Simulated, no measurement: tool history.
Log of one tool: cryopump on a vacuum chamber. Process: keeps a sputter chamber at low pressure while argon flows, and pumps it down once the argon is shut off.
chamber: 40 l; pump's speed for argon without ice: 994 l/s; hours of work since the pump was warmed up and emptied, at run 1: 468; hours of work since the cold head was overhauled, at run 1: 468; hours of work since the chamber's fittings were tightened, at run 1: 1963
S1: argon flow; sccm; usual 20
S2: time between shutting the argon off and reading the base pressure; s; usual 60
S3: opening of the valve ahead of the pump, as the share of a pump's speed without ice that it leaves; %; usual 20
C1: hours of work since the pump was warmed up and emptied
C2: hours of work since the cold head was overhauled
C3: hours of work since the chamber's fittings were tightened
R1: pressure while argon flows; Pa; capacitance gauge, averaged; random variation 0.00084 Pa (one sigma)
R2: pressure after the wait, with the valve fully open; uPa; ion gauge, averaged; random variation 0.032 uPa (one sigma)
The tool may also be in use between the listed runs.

{"run": 1, "hour": 0.0, "S1": 20, "S2": 60, "S3": 20, "C1": 468, "C2": 468, "C3": 1963, "R1": 0.1768, "R2": 4.46}
{"run": 2, "hour": 23.9, "S1": 20, "S2": 132, "S3": 20, "C1": 480, "C2": 480, "C3": 1975, "R1": 0.1772, "R2": 3.72}
{"run": 3, "hour": 56.0, "S1": 20, "S2": 132, "S3": 20, "C1": 496, "C2": 496, "C3": 1991, "R1": 0.1779, "R2": 3.76}
{"run": 4, "hour": 78.8, "S1": 20, "S2": 60, "S3": 20, "C1": 508, "C2": 508, "C3": 2003, "R1": 0.1774, "R2": 4.6}
{"run": 5, "hour": 106.1, "S1": 20, "S2": 60, "S3": 20, "C1": 521, "C2": 521, "C3": 2016, "R1": 0.1768, "R2": 4.64}
{"run": 6, "hour": 135.8, "S1": 20, "S2": 60, "S3": 20, "C1": 536, "C2": 536, "C3": 2031, "R1": 0.1771, "R2": 4.66}
{"run": 7, "hour": 155.5, "S1": 9, "S2": 60, "S3": 20, "C1": 546, "C2": 546, "C3": 2041, "R1": 0.0804, "R2": 4.66}
{"run": 8, "hour": 186.3, "S1": 20, "S2": 60, "S3": 20, "C1": 561, "C2": 561, "C3": 2056, "R1": 0.1761, "R2": 4.59}
{"run": 9, "hour": 219.8, "S1": 20, "S2": 60, "S3": 20, "C1": 578, "C2": 578, "C3": 2073, "R1": 0.1785, "R2": 4.9}
{"run": 10, "hour": 249.0, "S1": 20, "S2": 60, "S3": 20, "C1": 593, "C2": 593, "C3": 2088, "R1": 0.1789, "R2": 4.82}
{"run": 11, "hour": 289.4, "S1": 20, "S2": 60, "S3": 20, "C1": 613, "C2": 613, "C3": 2108, "R1": 0.1778, "R2": 4.93}
{"run": 12, "hour": 317.6, "S1": 20, "S2": 60, "S3": 20, "C1": 627, "C2": 627, "C3": 2122, "R1": 0.1792, "R2": 4.94}
{"run": 13, "hour": 358.2, "S1": 20, "S2": 60, "S3": 20, "C1": 647, "C2": 647, "C3": 2142, "R1": 0.1791, "R2": 4.97}
{"run": 14, "hour": 376.1, "S1": 20, "S2": 60, "S3": 20, "C1": 656, "C2": 656, "C3": 2151, "R1": 0.1791, "R2": 5.0}
{"run": 15, "hour": 397.9, "S1": 20, "S2": 60, "S3": 20, "C1": 667, "C2": 667, "C3": 2162, "R1": 0.18, "R2": 5.12}
{"run": 16, "hour": 415.3, "S1": 20, "S2": 60, "S3": 20, "C1": 676, "C2": 676, "C3": 2171, "R1": 0.1801, "R2": 5.0}
{"run": 17, "hour": 456.0, "S1": 20, "S2": 60, "S3": 20, "C1": 696, "C2": 696, "C3": 2191, "R1": 0.1797, "R2": 5.13}
{"run": 18, "hour": 491.5, "S1": 32, "S2": 32, "S3": 22, "C1": 714, "C2": 714, "C3": 2209, "R1": 0.2648, "R2": 6.38}
{"run": 19, "hour": 524.9, "S1": 32, "S2": 32, "S3": 22, "C1": 731, "C2": 731, "C3": 2226, "R1": 0.2636, "R2": 6.34}
{"run": 20, "hour": 564.3, "S1": 9, "S2": 54, "S3": 39, "C1": 751, "C2": 751, "C3": 2246, "R1": 0.0453, "R2": 5.51}
{"run": 21, "hour": 601.4, "S1": 36, "S2": 137, "S3": 20, "C1": 769, "C2": 769, "C3": 2264, "R1": 0.3268, "R2": 4.67}
{"run": 22, "hour": 634.3, "S1": 31, "S2": 29, "S3": 17, "C1": 786, "C2": 786, "C3": 2281, "R1": 0.3293, "R2": 6.84}
{"run": 23, "hour": 652.9, "S1": 31, "S2": 29, "S3": 17, "C1": 795, "C2": 795, "C3": 2290, "R1": 0.3311, "R2": 6.83}
{"run": 24, "hour": 672.6, "S1": 16, "S2": 60, "S3": 20, "C1": 805, "C2": 805, "C3": 2300, "R1": 0.146, "R2": 5.58}
{"run": 25, "hour": 696.7, "S1": 9, "S2": 60, "S3": 26, "C1": 817, "C2": 817, "C3": 2312, "R1": 0.0646, "R2": 5.63}
{"run": 26, "hour": 714.8, "S1": 9, "S2": 60, "S3": 26, "C1": 826, "C2": 826, "C3": 2321, "R1": 0.0651, "R2": 5.57}
{"run": 27, "hour": 753.5, "S1": 13, "S2": 224, "S3": 26, "C1": 845, "C2": 845, "C3": 2340, "R1": 0.0942, "R2": 4.65}
{"run": 28, "hour": 787.8, "S1": 11, "S2": 60, "S3": 28, "C1": 862, "C2": 862, "C3": 2357, "R1": 0.0739, "R2": 5.6}
{"hour": 809.6, "done": "pump warmed up, emptied and cooled again"}
{"run": 29, "hour": 811.2, "S1": 27, "S2": 58, "S3": 35, "C1": 1, "C2": 872, "C3": 2367, "R1": 0.1307, "R2": 4.45}
{"run": 30, "hour": 837.6, "S1": 24, "S2": 58, "S3": 26, "C1": 14, "C2": 885, "C3": 2380, "R1": 0.1593, "R2": 4.58}
{"run": 31, "hour": 878.0, "S1": 24, "S2": 58, "S3": 26, "C1": 34, "C2": 905, "C3": 2400, "R1": 0.1577, "R2": 4.73}
{"run": 32, "hour": 897.9, "S1": 20, "S2": 60, "S3": 45, "C1": 44, "C2": 915, "C3": 2410, "R1": 0.0766, "R2": 4.59}
{"run": 33, "hour": 928.7, "S1": 20, "S2": 60, "S3": 45, "C1": 60, "C2": 930, "C3": 2425, "R1": 0.0765, "R2": 4.58}

Hidden state or all else? Some run-to-run changes of R1, split into what the settings, what came in and random variation would give without the hidden state, and what is left for the hidden state (with any gauge scatter that isn't in both results):
The hidden state here: pump's speed, % of a pump's without ice; cold plate's temperature, K; leak into the chamber, uPa l/s; drift of the gauge itself on working_pa, %; drift of the gauge itself on base_upa, %.
Run 19 -> 20: S1 32 -> 9, S2 32 -> 54, S3 22 -> 39. R1 -0.2183 Pa: hidden state -0.0125, all else -0.2058.
Run 20 -> 21: S1 9 -> 36, S2 54 -> 137, S3 39 -> 20. R1 +0.2815 Pa: hidden state +0.0163, all else +0.2652.
Run 23 -> 24: S1 31 -> 16, S2 29 -> 60, S3 17 -> 20. R1 -0.1851 Pa: hidden state -0.0092, all else -0.1759.
